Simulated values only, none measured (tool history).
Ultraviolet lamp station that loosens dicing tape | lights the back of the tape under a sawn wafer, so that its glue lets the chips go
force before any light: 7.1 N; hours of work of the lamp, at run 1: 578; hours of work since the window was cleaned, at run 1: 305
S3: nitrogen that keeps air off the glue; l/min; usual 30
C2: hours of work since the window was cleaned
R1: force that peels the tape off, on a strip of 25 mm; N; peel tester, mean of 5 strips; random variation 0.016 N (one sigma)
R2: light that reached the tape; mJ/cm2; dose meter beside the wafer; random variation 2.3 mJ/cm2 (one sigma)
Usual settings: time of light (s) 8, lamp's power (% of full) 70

run 1 hour=0 | time_of_light_(s)=8 lamp's_power_(%_of_full)=70 S3=30 | hours_of_work_of_the_lamp=578 C2=305 | R1=1.107 R2=165
run 2 hour=26.7 | time_of_light_(s)=8 lamp's_power_(%_of_full)=70 S3=30 | hours_of_work_of_the_lamp=596 C2=323 | R1=1.141 R2=163
run 3 hour=41.3 | time_of_light_(s)=4 lamp's_power_(%_of_full)=70 S3=30 | hours_of_work_of_the_lamp=606 C2=333 | R1=2.757 R2=81
run 4 hour=54.3 | time_of_light_(s)=4 lamp's_power_(%_of_full)=70 S3=30 | hours_of_work_of_the_lamp=615 C2=341 | R1=2.802 R2=85
run 5 hour=65.2 | time_of_light_(s)=4 lamp's_power_(%_of_full)=70 S3=30 | hours_of_work_of_the_lamp=622 C2=349 | R1=2.824 R2=80
run 6 hour=90.9 | time_of_light_(s)=4 lamp's_power_(%_of_full)=70 S3=30 | hours_of_work_of_the_lamp=639 C2=366 | R1=2.832 R2=81
run 7 hour=102.5 | time_of_light_(s)=4 lamp's_power_(%_of_full)=70 S3=29 | hours_of_work_of_the_lamp=647 C2=374 | R1=2.862 R2=81
run 8 hour=117.5 | time_of_light_(s)=10 lamp's_power_(%_of_full)=64 S3=29 | hours_of_work_of_the_lamp=657 C2=384 | R1=0.958 R2=182
run 9 hour=132.8 | time_of_light_(s)=10 lamp's_power_(%_of_full)=64 S3=29 | hours_of_work_of_the_lamp=667 C2=394 | R1=0.962 R2=185
run 10 hour=155.1 | time_of_light_(s)=10 lamp's_power_(%_of_full)=90 S3=18 | hours_of_work_of_the_lamp=682 C2=409 | R1=0.688 R2=253
-- hour=157.9 window cleaned of glue's vapour
run 11 hour=171.8 | time_of_light_(s)=5 lamp's_power_(%_of_full)=86 S3=11 | hours_of_work_of_the_lamp=693 C2=9 | R1=2.958 R2=116
run 12 hour=187.3 | time_of_light_(s)=4 lamp's_power_(%_of_full)=70 S3=30 | hours_of_work_of_the_lamp=703 C2=20 | R1=3.026 R2=75
run 13 hour=206.5 | time_of_light_(s)=4 lamp's_power_(%_of_full)=70 S3=30 | hours_of_work_of_the_lamp=716 C2=32 | R1=3.081 R2=76
run 14 hour=221.1 | time_of_light_(s)=7 lamp's_power_(%_of_full)=70 S3=30 | hours_of_work_of_the_lamp=726 C2=42 | R1=1.717 R2=130

Forecast each of these 4 alternatives for the next run:
run A hour=243.2 | time_of_light_(s)=7 lamp's_power_(%_of_full)=64 S3=42 | hours_of_work_of_the_lamp=741 C2=57 | R1=? R2=?
run B hour=243.2 | time_of_light_(s)=8 lamp's_power_(%_of_full)=89 S3=30 | hours_of_work_of_the_lamp=741 C2=57 | R1=? R2=?
run C hour=243.2 | time_of_light_(s)=16 lamp's_power_(%_of_full)=79 S3=18 | hours_of_work_of_the_lamp=741 C2=57 | R1=? R2=?
run D hour=243.2 | time_of_light_(s)=7 lamp's_power_(%_of_full)=61 S3=46 | hours_of_work_of_the_lamp=741 C2=57 | R1=? R2=?

run=A R1=1.641 R2=117
run=B R1=0.922 R2=185
run=C R1=0.387 R2=325
run=D R1=1.711 R2=112
Without the tool's hidden state the same runs would have given:
run=A R1=0.919 R2=167
run=B R1=0.425 R2=263
run=C R1=0.17 R2=464
run=D R1=0.967 R2=159

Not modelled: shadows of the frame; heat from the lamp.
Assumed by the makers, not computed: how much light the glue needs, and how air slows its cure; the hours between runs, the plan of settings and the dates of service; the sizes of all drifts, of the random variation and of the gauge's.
